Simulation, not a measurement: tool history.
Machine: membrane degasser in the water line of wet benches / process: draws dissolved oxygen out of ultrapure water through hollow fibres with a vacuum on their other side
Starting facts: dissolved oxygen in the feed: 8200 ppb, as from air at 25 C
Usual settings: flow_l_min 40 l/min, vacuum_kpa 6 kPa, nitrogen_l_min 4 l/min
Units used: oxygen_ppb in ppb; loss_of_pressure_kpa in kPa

Run 1, hour 0: usual settings. Result: oxygen_ppb 71.7 ppb, loss_of_pressure_kpa 38.09 kPa.
Run 2, hour 51.7: usual settings. Result: oxygen_ppb 73.8 ppb, loss_of_pressure_kpa 37.8 kPa.
Run 3, hour 105.4: usual settings. Result: oxygen_ppb 72.1 ppb, loss_of_pressure_kpa 37.6 kPa.
Run 4, hour 166.1: usual settings but flow_l_min 31 l/min. Result: oxygen_ppb 54.9 ppb, loss_of_pressure_kpa 29.46 kPa.
Run 5, hour 212.9: usual settings but flow_l_min 31 l/min. Result: oxygen_ppb 55.4 ppb, loss_of_pressure_kpa 29.65 kPa.
Run 6, hour 266.5: usual settings but flow_l_min 31 l/min. Result: oxygen_ppb 54.8 ppb, loss_of_pressure_kpa 29.64 kPa.
Run 7, hour 327.2: usual settings but flow_l_min 31 l/min. Result: oxygen_ppb 54.7 ppb, loss_of_pressure_kpa 29.57 kPa.
Run 8, hour 385: usual settings but flow_l_min 31 l/min, nitrogen_l_min 3.53 l/min. Result: oxygen_ppb 61.7 ppb, loss_of_pressure_kpa 29.33 kPa.
Run 9, hour 473.4: usual settings. Result: oxygen_ppb 72.4 ppb, loss_of_pressure_kpa 38.18 kPa.
Run 10, hour 558.8: usual settings. Result: oxygen_ppb 72.3 ppb, loss_of_pressure_kpa 38.12 kPa.
Run 11, hour 636.5: usual settings. Result: oxygen_ppb 72.7 ppb, loss_of_pressure_kpa 38.14 kPa.
Run 12, hour 688: usual settings but flow_l_min 29 l/min. Result: oxygen_ppb 51.4 ppb, loss_of_pressure_kpa 27.58 kPa.
Run 13, hour 728.2: usual settings but flow_l_min 29 l/min, nitrogen_l_min 2.24 l/min. Result: oxygen_ppb 86.8 ppb, loss_of_pressure_kpa 27.65 kPa.
Run 14, hour 764.2: usual settings but nitrogen_l_min 1.71 l/min. Result: oxygen_ppb 151.8 ppb, loss_of_pressure_kpa 38.32 kPa.
Run 15, hour 821.7: usual settings but nitrogen_l_min 1.71 l/min. Result: oxygen_ppb 150.1 ppb, loss_of_pressure_kpa 38.39 kPa.
Run 16, hour 871: usual settings but nitrogen_l_min 1.71 l/min. Result: oxygen_ppb 150.2 ppb, loss_of_pressure_kpa 38.29 kPa.
Run 17, hour 911.3: usual settings but nitrogen_l_min 1.71 l/min. Result: oxygen_ppb 150.4 ppb, loss_of_pressure_kpa 38.06 kPa.
Run 18, hour 970.3: usual settings but flow_l_min 39 l/min, vacuum_kpa 9.45 kPa. Result: oxygen_ppb 148.2 ppb, loss_of_pressure_kpa 37.12 kPa.
Run 19, hour 1039.9: usual settings but flow_l_min 39 l/min, vacuum_kpa 9.45 kPa. Result: oxygen_ppb 148.3 ppb, loss_of_pressure_kpa 37.33 kPa.
Run 20, hour 1098.5: usual settings but flow_l_min 33 l/min, nitrogen_l_min 2.28 l/min. Result: oxygen_ppb 98.1 ppb, loss_of_pressure_kpa 31.72 kPa.
Run 21, hour 1151.8: usual settings but flow_l_min 41 l/min, vacuum_kpa 11.4 kPa, nitrogen_l_min 2.28 l/min. Result: oxygen_ppb 330.2 ppb, loss_of_pressure_kpa 39.16 kPa.
Run 22, hour 1224.5: usual settings but flow_l_min 49 l/min, vacuum_kpa 5.91 kPa, nitrogen_l_min 5.32 l/min. Result: oxygen_ppb 72.9 ppb, loss_of_pressure_kpa 46.89 kPa.
Run 23, hour 1300.9: usual settings but flow_l_min 38 l/min, vacuum_kpa 4.08 kPa, nitrogen_l_min 2.25 l/min. Result: oxygen_ppb 40.9 ppb, loss_of_pressure_kpa 36.45 kPa.
Run 24, hour 1364.8: usual settings but flow_l_min 33 l/min, nitrogen_l_min 11.86 l/min. Result: oxygen_ppb 21.7 ppb, loss_of_pressure_kpa 31.44 kPa.
Run 25, hour 1440.6: usual settings but flow_l_min 58 l/min, vacuum_kpa 13.7 kPa. Result: oxygen_ppb 360 ppb, loss_of_pressure_kpa 55.11 kPa.
Run 26, hour 1494.8: usual settings but flow_l_min 27 l/min, nitrogen_l_min 2.22 l/min. Result: oxygen_ppb 82.4 ppb, loss_of_pressure_kpa 25.94 kPa.
Run 27, hour 1567.5: usual settings but flow_l_min 27 l/min, nitrogen_l_min 2.22 l/min. Result: oxygen_ppb 82.3 ppb, loss_of_pressure_kpa 25.9 kPa.
Run 28, hour 1647.4: usual settings but flow_l_min 27 l/min, nitrogen_l_min 2.22 l/min. Result: oxygen_ppb 83.8 ppb, loss_of_pressure_kpa 25.76 kPa.
Run 29, hour 1709.3: usual settings but flow_l_min 50 l/min, vacuum_kpa 9.16 kPa. Result: oxygen_ppb 186 ppb, loss_of_pressure_kpa 47.76 kPa.
Run 30, hour 1754.4: usual settings but flow_l_min 50 l/min, vacuum_kpa 9.16 kPa. Result: oxygen_ppb 185.8 ppb, loss_of_pressure_kpa 47.8 kPa.
Run 31, hour 1801.7: usual settings but flow_l_min 41 l/min, vacuum_kpa 9.16 kPa, nitrogen_l_min 2.49 l/min. Result: oxygen_ppb 228.2 ppb, loss_of_pressure_kpa 39.09 kPa.

5 ways to go on from here, each from the tool as it stands after run 31. What would each give?
Run A, hour 1877.5: usual settings but nitrogen_l_min 4.72 l/min. Result: oxygen_ppb ?, loss_of_pressure_kpa ?.
Run B, hour 1877.5: usual settings but flow_l_min 26 l/min, vacuum_kpa 4.33 kPa. Result: oxygen_ppb ?, loss_of_pressure_kpa ?.
Run C, hour 1877.5: usual settings but flow_l_min 41 l/min, vacuum_kpa 9.16 kPa, nitrogen_l_min 5.76 l/min. Result: oxygen_ppb ?, loss_of_pressure_kpa ?.
Run D, hour 1877.5: usual settings but flow_l_min 59 l/min. Result: oxygen_ppb ?, loss_of_pressure_kpa ?.
Run E, hour 1877.5: usual settings but flow_l_min 54 l/min. Result: oxygen_ppb ?, loss_of_pressure_kpa ?.

run  oxygen_ppb  loss_of_pressure_kpa
  A        63.2                  38.2
  B        19.9                 24.94
  C       108.4                 39.19
  D       121.3                 56.84
  E       107.4                 51.97
What these runs would have given with no unlogged condition in the tool:
run  oxygen_ppb  loss_of_pressure_kpa
  A        60.3                 37.72
  B        18.1                 24.62
  C       105.4                  38.7
  D         116                 56.13
  E       102.8                 51.31

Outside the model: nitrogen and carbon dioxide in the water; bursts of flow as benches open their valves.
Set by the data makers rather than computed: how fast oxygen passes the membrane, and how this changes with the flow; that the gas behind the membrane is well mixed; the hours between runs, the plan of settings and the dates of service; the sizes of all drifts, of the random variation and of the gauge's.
